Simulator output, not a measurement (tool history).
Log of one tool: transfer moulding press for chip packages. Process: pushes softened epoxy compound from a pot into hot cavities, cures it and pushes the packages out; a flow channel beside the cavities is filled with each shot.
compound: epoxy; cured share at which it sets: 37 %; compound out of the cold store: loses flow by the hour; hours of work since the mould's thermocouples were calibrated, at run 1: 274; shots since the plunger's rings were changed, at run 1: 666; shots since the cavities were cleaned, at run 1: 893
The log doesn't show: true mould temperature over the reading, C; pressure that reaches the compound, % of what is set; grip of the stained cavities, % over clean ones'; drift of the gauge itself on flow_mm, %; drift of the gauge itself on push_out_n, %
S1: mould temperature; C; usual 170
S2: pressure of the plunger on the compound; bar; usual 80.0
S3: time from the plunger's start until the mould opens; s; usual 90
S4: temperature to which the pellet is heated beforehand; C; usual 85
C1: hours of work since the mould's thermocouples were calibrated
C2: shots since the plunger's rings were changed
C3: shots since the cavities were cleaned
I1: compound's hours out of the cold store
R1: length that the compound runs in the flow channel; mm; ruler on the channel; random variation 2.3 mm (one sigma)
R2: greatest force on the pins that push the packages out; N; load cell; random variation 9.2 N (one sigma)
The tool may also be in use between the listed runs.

run	day	S1	S2	S3	S4	C1	C2	C3	I1	R1	R2
1	0.000	170	80.0	90	85	274	666	893	25.2	563	836
# day 0.171: cavities cleaned with cleaning compound and waxed
2	1.083	170	80.0	90	85	285	887	198	31.4	542	576
3	1.988	170	80.0	90	85	295	1082	393	18.2	578	672
4	3.067	170	80.0	90	85	306	1316	627	37.4	526	731
5	4.221	170	80.0	90	85	318	1566	877	8.3	600	841
# day 4.562: cavities cleaned with cleaning compound and waxed
6	5.358	170	80.0	90	85	329	1798	172	12.3	591	597
7	5.858	170	80.0	90	85	334	1906	280	43.2	507	599
8	6.792	170	80.0	90	85	344	2108	482	34.0	526	702
9	7.729	170	80.0	90	85	354	2310	684	27.5	539	775
10	8.658	170	80.0	107	85	364	2512	886	27.4	535	697
# day 8.896: cavities cleaned with cleaning compound and waxed
11	9.217	170	80.0	107	85	369	2618	69	23.5	549	420
12	9.783	170	80.0	96	85	375	2741	192	16.7	568	542
13	10.779	167	80.0	90	85	385	2957	408	47.6	488	735
14	11.629	167	80.0	90	85	394	3141	592	46.9	492	824
15	12.275	167	80.0	90	85	401	3280	731	10.9	590	968
16	12.888	170	80.0	108	85	407	3413	864	20.5	547	713
# day 13.196: cavities cleaned with cleaning compound and waxed
17	13.671	166	84.9	108	85	415	3568	102	13.6	600	473
18	14.658	170	71.0	90	89	425	3782	316	32.7	482	613
19	15.433	170	63.4	90	89	433	3950	484	45.2	424	659
20	16.096	163	80.0	115	82	440	4093	627	37.5	512	728
21	16.583	163	80.0	115	82	445	4199	733	39.6	509	751
# day 17.504: cavities cleaned with cleaning compound and waxed
22	17.517	172	74.3	85	75	454	4387	3	32.7	484	425
# day 18.229: plunger's sealing rings changed
23	18.604	172	74.3	111	88	465	80	215	31.8	522	471
24	19.596	165	83.7	111	88	475	295	430	45.9	532	639
25	20.154	170	86.5	104	87	481	416	551	22.3	589	636
26	21.008	170	66.5	90	85	490	600	735	33.7	491	753
# day 21.896: cavities cleaned with cleaning compound and waxed
27	22.179	170	68.1	90	83	502	840	61	10.6	557	508
28	23.238	170	68.1	90	83	513	1069	290	13.6	548	630
29	23.775	164	80.3	110	86	518	1186	407	35.6	543	673

4 ways to go on from here, each from the tool as it stands after run 29. What would each give?
A	24.467	167	62.3	110	85	525	1334	555	38.0	?	?
B	24.467	170	80.0	90	85	525	1334	555	45.7	?	?
C	24.467	172	93.5	110	82	525	1334	555	13.3	?	?
D	24.467	170	80.6	90	89	525	1334	555	12.4	?	?

run	R1	R2
A	463	685
B	497	727
C	630	618
D	587	778
Without the tool's hidden state the same runs would have given:
run	R1	R2
A	477	396
B	511	425
C	648	350
D	604	460

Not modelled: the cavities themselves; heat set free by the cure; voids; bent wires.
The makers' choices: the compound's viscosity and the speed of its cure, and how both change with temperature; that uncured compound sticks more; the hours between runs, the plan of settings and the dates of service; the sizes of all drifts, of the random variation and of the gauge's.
